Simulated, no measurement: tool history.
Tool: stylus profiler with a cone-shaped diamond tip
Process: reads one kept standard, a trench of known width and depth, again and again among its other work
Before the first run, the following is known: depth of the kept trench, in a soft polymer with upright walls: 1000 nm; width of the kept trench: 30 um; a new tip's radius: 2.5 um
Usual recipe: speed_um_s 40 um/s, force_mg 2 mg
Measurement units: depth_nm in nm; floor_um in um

run    hour  speed_um_s  force_mg  depth_nm  floor_um
  1       0          40         2   1013.57     25.89
  2    79.4          40         2   1013.18     25.87
  3   159.6          40         2   1013.39     25.85
  4   251.8          40         2   1013.56     25.87
  5   316.9          40         2   1013.46     25.83
      346.4  -- new tip fitted, height scale calibrated
  6   433.4          40         2   1013.13     25.89
  7   534.9          40      3.19   1018.52     25.92
  8   640.4          40      3.19   1018.08     25.86
  9   744.1          40         2   1013.05     25.88
 10   816.1          40         2   1013.35     25.86
 11   922.2          11      1.72   1011.58     25.94
 12  1014.1          51      0.88   1007.69     25.72
 13    1086         152      1.88   1012.76      25.5
 14  1163.1          34      1.97   1013.28     25.87
 15    1213          11      0.92   1007.81        26
 16  1271.9          21      3.63   1019.96     25.96
 17  1355.2          21      3.63   1019.92     25.95
 18  1421.4          17       0.8   1007.69     25.93
 19  1502.3          72       0.8   1007.69     25.63

Forecast each of these 4 alternatives for the next run:
  A  1619.5          75         2         ?         ?
  B  1619.5          36      5.51         ?         ?
  C  1619.5          94      0.85         ?         ?
  D  1619.5         116      2.74         ?         ?

run  depth_nm  floor_um
  A    1013.8     25.74
  B   1026.75     25.94
  C   1007.64     25.54
  D   1016.56     25.69
What these runs would have given with no unlogged condition in the tool:
run  depth_nm  floor_um
  A    1013.8     25.74
  B   1026.76     25.95
  C   1007.64     25.54
  D   1016.57      25.7
